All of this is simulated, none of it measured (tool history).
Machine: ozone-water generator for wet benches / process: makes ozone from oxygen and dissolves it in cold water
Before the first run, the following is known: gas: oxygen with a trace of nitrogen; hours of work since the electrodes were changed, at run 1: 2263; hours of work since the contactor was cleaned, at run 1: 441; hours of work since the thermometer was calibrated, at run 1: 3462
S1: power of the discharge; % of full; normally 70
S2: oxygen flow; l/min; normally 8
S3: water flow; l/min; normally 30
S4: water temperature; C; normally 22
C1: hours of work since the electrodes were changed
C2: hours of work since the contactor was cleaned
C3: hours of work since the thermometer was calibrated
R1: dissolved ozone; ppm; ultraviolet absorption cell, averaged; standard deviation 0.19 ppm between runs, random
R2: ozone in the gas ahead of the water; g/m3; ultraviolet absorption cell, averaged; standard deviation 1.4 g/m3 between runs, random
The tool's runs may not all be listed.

run    hour  S1     S2  S3  S4    C1    C2    C3    R1     R2
  1       0  70      8  30  22  2263   441  3462  23.6  219.7
  2    47.6  70      8  30  22  2302   480  3501  23.4    221
  3     121  70      8  30  22  2362   540  3561  23.5    217
  4     172  70      8  30  22  2403   582  3603  23.5    218
  5   237.4  70   4.69  30  22  2457   635  3656  20.1  261.3
  6   334.1  70      8  30  22  2536   714  3735  22.9  214.6
  7     423  70      8  30  22  2608   787  3808  22.9  214.7
  8   508.2  70      8  30  22  2678   856  3877  22.7  214.1
  9   611.5  70      8  30  22  2762   941  3961  22.5  213.8
 10   658.2  70      8  30  22  2800   979  4000  22.1  213.2
 11   723.2  70      8  30  22  2853  1032  4053  22.4  211.5
      817.9  -- water thermometer calibrated
 12   823.4  70      8  30  22  2935  1113     4  22.1  210.6
      836.5  -- contactor cleaned
 13     930  70      8  30  22  3018    76    88  22.1  208.5
 14   980.6  70      8  30  22  3060   118   130  21.9  208.6
 15    1073  70      8  30  22  3135   193   205  21.6  204.7
 16  1179.1  70      8  30  22  3222   280   291  21.5  204.7
 17  1264.3  70      8  30  28  3291   349   361  19.4    205
 18  1342.1  70   4.74  41  22  3355   413   425  13.9  242.7
     1354.5  -- contactor cleaned, once more
 19  1436.2  70   4.74  41  22  3428    67   498  14.1  242.8
 20    1520  70   8.37  41  22  3497   135   566  16.6  198.4
 21  1591.4  82   8.37  41  19  3555   193   625  19.3  220.8
 22  1658.9  70   4.29  30  23  3610   248   680  18.4  247.8
 23    1746  71      8  30  22  3681   319   751  21.6  200.7
 24  1849.2  71      8  29  18  3765   404   835  23.8  199.1
 25  1926.5  71  10.16  29  18  3828   467   898  24.2    182
 26  1986.7  97      8  20  29  3877   516   947  30.9  244.2
 27  2071.1  70   7.54  43  25  3946   585  1016  14.3  199.3
 28  2172.7  70  13.18  30  20  4029   668  1099  22.8  161.7
 29  2248.8  70  13.18  30  20  4091   730  1161  22.8  162.1
 30  2354.7  47   9.51  30  22  4178   816  1248  16.2  136.5
 31  2408.9  47   9.51  28  18  4222   860  1292  18.1    137
 32  2467.3  40    9.4  30  17  4270   908  1340  15.4  122.4

What differs in the tool's unlogged condition from the final listed run ahead of each entry between runs to the first listed run following it?
Logged between run 11 and run 12: water thermometer calibrated (hour 817.9)
  yield of the discharge, % of new electrodes': 83.3 -> 82.8; contactor's efficiency, % of a clean one's: 94.8 -> 94.5; true water temperature over the reading, C: 0.46 -> -0.08
  measured value less the no-hidden-state value, R1: -5.3 -> -5.2 ppm; R2: -42.6 -> -43.8 g/m3
Logged between run 12 and run 13: contactor cleaned (hour 836.5)
  yield of the discharge, % of new electrodes': 82.8 -> 82.2; contactor's efficiency, % of a clean one's: 94.5 -> 93.2; true water temperature over the reading, C: -0.08 -> -0.07
  measured value less the no-hidden-state value, R1: -5.2 -> -5.5 ppm; R2: -43.8 -> -45.1 g/m3
Logged between run 18 and run 19: contactor cleaned, once more (hour 1354.5)
  yield of the discharge, % of new electrodes': 80.2 -> 79.7; contactor's efficiency, % of a clean one's: 91.9 -> 99.2; true water temperature over the reading, C: -0.04 -> -0.03
  measured value less the no-hidden-state value, R1: -4.1 -> -3.7 ppm; R2: -60.2 -> -61.7 g/m3
